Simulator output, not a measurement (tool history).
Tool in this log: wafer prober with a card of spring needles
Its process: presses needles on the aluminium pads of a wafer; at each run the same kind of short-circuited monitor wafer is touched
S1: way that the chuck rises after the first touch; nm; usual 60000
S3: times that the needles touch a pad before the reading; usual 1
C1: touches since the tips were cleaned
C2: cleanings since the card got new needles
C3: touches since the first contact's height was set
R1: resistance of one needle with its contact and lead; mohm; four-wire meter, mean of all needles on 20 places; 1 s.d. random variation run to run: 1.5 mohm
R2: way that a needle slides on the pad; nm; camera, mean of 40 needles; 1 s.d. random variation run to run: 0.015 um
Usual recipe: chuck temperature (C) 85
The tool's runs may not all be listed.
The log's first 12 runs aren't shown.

At hour 119.3: tips cleaned on abrasive film.
Run 13, hour 128.4: usual settings but chuck temperature (C) 99; C1 5164; C2 57; C3 23235. Result: R1 146 mohm, R2 8390 nm.
At hour 131.6: tips cleaned on abrasive film.
Run 14, hour 135.3: usual settings but chuck temperature (C) 99; C1 2124; C2 58; C3 27148. Result: R1 147 mohm, R2 8400 nm.
At hour 144.4: tips cleaned on abrasive film.
Run 15, hour 149.4: usual settings but S1 76000 nm, chuck temperature (C) 99; C1 2858; C2 59; C3 35152. Result: R1 143 mohm, R2 10620 nm.
At hour 156.3: tips cleaned on abrasive film.
Run 16, hour 156.3: usual settings but S1 76000 nm, chuck temperature (C) 99; C1 15; C2 60; C3 39069. Result: R1 142 mohm, R2 10600 nm.
Run 17, hour 164.7: usual settings but S1 76000 nm, chuck temperature (C) 99, S3 2; C1 4791; C2 60; C3 43845. Result: R1 143 mohm, R2 10620 nm.
At hour 168.8: tips cleaned on abrasive film.
Run 18, hour 173.4: usual settings but S1 51000 nm, chuck temperature (C) 36, S3 2; C1 2624; C2 61; C3 48777. Result: R1 137 mohm, R2 7150 nm.
Run 19, hour 180.4: usual settings but S1 51000 nm, chuck temperature (C) 36, S3 2; C1 6610; C2 61; C3 52763. Result: R1 139 mohm, R2 7120 nm.
At hour 181.3: tips cleaned on abrasive film.
Run 20, hour 188.9: usual settings but S1 73000 nm, chuck temperature (C) 27; C1 4304; C2 62; C3 57565. Result: R1 134 mohm, R2 10170 nm.
At hour 194.1: tips cleaned on abrasive film.
Run 21, hour 203.7: usual settings but S1 50000 nm, chuck temperature (C) 88, S3 2; C1 5534; C2 63; C3 66029. Result: R1 148 mohm, R2 6970 nm.
At hour 206.8: tips cleaned on abrasive film.
Run 22, hour 218.1: usual settings but S1 50000 nm, chuck temperature (C) 88, S3 2; C1 6465; C2 64; C3 74209. Result: R1 150 mohm, R2 6990 nm.
At hour 218.9: tips cleaned on abrasive film.
Run 23, hour 226.3: usual settings but S1 50000 nm, chuck temperature (C) 105, S3 2; C1 4225; C2 65; C3 78831. Result: R1 147 mohm, R2 7000 nm.
At hour 231.2: tips cleaned on abrasive film.
Run 24, hour 238.4: usual settings but S1 41000 nm, chuck temperature (C) 64, S3 2; C1 4142; C2 66; C3 85696. Result: R1 148 mohm, R2 5710 nm.
At hour 243.5: tips cleaned on abrasive film.
Run 25, hour 248.5: usual settings but chuck temperature (C) 125; C1 2835; C2 67; C3 91414. Result: R1 152 mohm, R2 8360 nm.

The next listed run, before its measurement:
At hour 256.1: tips cleaned on abrasive film.
At hour 262.7: height of the first contact set anew.
Run 26, hour 263.8: usual settings but S1 69000 nm, chuck temperature (C) 68, S3 2; C1 4209; C2 68; C3 589. Result: R1 ?, R2 ?.

{"run 26": {"R1": 138, "R2": 9630}}
Were there no unlogged condition in the tool, this run, its random variation unchanged, would have produced R1 138 mohm, R2 9630 nm.
